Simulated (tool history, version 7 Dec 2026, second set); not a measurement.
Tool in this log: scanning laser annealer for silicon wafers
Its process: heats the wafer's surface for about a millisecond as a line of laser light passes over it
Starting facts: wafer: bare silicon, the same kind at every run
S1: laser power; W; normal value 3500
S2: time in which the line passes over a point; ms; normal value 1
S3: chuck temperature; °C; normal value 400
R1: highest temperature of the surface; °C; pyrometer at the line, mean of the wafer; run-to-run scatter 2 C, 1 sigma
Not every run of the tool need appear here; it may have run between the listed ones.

{"run": 1, "hour": 0.0, "S1": 3500, "S2": 1, "S3": 400, "R1": 1233}
{"run": 2, "hour": 12.4, "S1": 3724, "S2": 1, "S3": 400, "R1": 1296}
{"run": 3, "hour": 30.5, "S1": 3724, "S2": 1, "S3": 400, "R1": 1290}
{"run": 4, "hour": 40.4, "S1": 3724, "S2": 1, "S3": 400, "R1": 1287}
{"run": 5, "hour": 49.5, "S1": 3724, "S2": 0.86, "S3": 400, "R1": 1210}
{"run": 6, "hour": 57.5, "S1": 3724, "S2": 0.86, "S3": 400, "R1": 1215}
{"run": 7, "hour": 65.2, "S1": 3724, "S2": 0.86, "S3": 400, "R1": 1211}
{"run": 8, "hour": 74.8, "S1": 3724, "S2": 0.86, "S3": 400, "R1": 1213}
{"run": 9, "hour": 83.3, "S1": 3724, "S2": 0.86, "S3": 400, "R1": 1213}
{"run": 10, "hour": 97.7, "S1": 3724, "S2": 0.86, "S3": 400, "R1": 1213}
{"run": 11, "hour": 105.8, "S1": 3500, "S2": 1, "S3": 400, "R1": 1231}
{"run": 12, "hour": 114.4, "S1": 3500, "S2": 1, "S3": 400, "R1": 1228}
{"run": 13, "hour": 122.2, "S1": 3500, "S2": 1, "S3": 400, "R1": 1222}
{"run": 14, "hour": 133.4, "S1": 3500, "S2": 1, "S3": 400, "R1": 1224}
{"run": 15, "hour": 147.7, "S1": 3500, "S2": 1, "S3": 400, "R1": 1223}
{"run": 16, "hour": 160.8, "S1": 3500, "S2": 1, "S3": 400, "R1": 1225}
{"run": 17, "hour": 170.1, "S1": 3500, "S2": 1, "S3": 400, "R1": 1229}
{"run": 18, "hour": 186.6, "S1": 3091, "S2": 1, "S3": 400, "R1": 1119}
{"run": 19, "hour": 197.7, "S1": 3299, "S2": 1, "S3": 400, "R1": 1173}
{"run": 20, "hour": 213.3, "S1": 3500, "S2": 0.76, "S3": 427, "R1": 1127}
{"run": 21, "hour": 223.8, "S1": 3438, "S2": 0.78, "S3": 384, "R1": 1080}
{"run": 22, "hour": 237.9, "S1": 3064, "S2": 0.71, "S3": 428, "R1": 1009}
{"run": 23, "hour": 245.6, "S1": 3064, "S2": 0.71, "S3": 428, "R1": 1008}
{"run": 24, "hour": 255.4, "S1": 3002, "S2": 1.03, "S3": 388, "R1": 1091}
{"run": 25, "hour": 269.0, "S1": 3509, "S2": 0.92, "S3": 439, "R1": 1221}
{"run": 26, "hour": 283.4, "S1": 3081, "S2": 1, "S3": 400, "R1": 1115}
{"run": 27, "hour": 294.6, "S1": 3801, "S2": 0.72, "S3": 433, "R1": 1174}
{"run": 28, "hour": 304.7, "S1": 3554, "S2": 0.87, "S3": 433, "R1": 1203}
{"run": 29, "hour": 314.8, "S1": 3500, "S2": 1.11, "S3": 411, "R1": 1282}
{"run": 30, "hour": 326.6, "S1": 3626, "S2": 1, "S3": 400, "R1": 1251}
{"run": 31, "hour": 336.6, "S1": 3133, "S2": 0.91, "S3": 394, "R1": 1079}
{"run": 32, "hour": 352.7, "S1": 3050, "S2": 1.02, "S3": 385, "R1": 1093}
{"run": 33, "hour": 365.1, "S1": 3050, "S2": 1.02, "S3": 385, "R1": 1094}
{"run": 34, "hour": 378.5, "S1": 3050, "S2": 1.02, "S3": 385, "R1": 1094}
{"hour": 387.6, "done": "window over the wafer cleaned"}
{"run": 35, "hour": 396.5, "S1": 3571, "S2": 0.71, "S3": 436, "R1": 1133}
{"run": 36, "hour": 411.3, "S1": 3571, "S2": 0.71, "S3": 436, "R1": 1135}

Predict each of these 3 candidate next runs independently; none follows another, all start after run 36:
{"run": "A", "hour": 429.2, "S1": 3117, "S2": 1.1, "S3": 420, "R1": "?"}
{"run": "B", "hour": 429.2, "S1": 3018, "S2": 0.71, "S3": 418, "R1": "?"}
{"run": "C", "hour": 429.2, "S1": 3571, "S2": 1.2, "S3": 360, "R1": "?"}

run=A R1=1191
run=B R1=996
run=C R1=1305
The same runs, with their run-to-run variation unchanged, on a tool lacking any hidden condition would have given:
run=A R1=1203
run=B R1=1005
run=C R1=1320
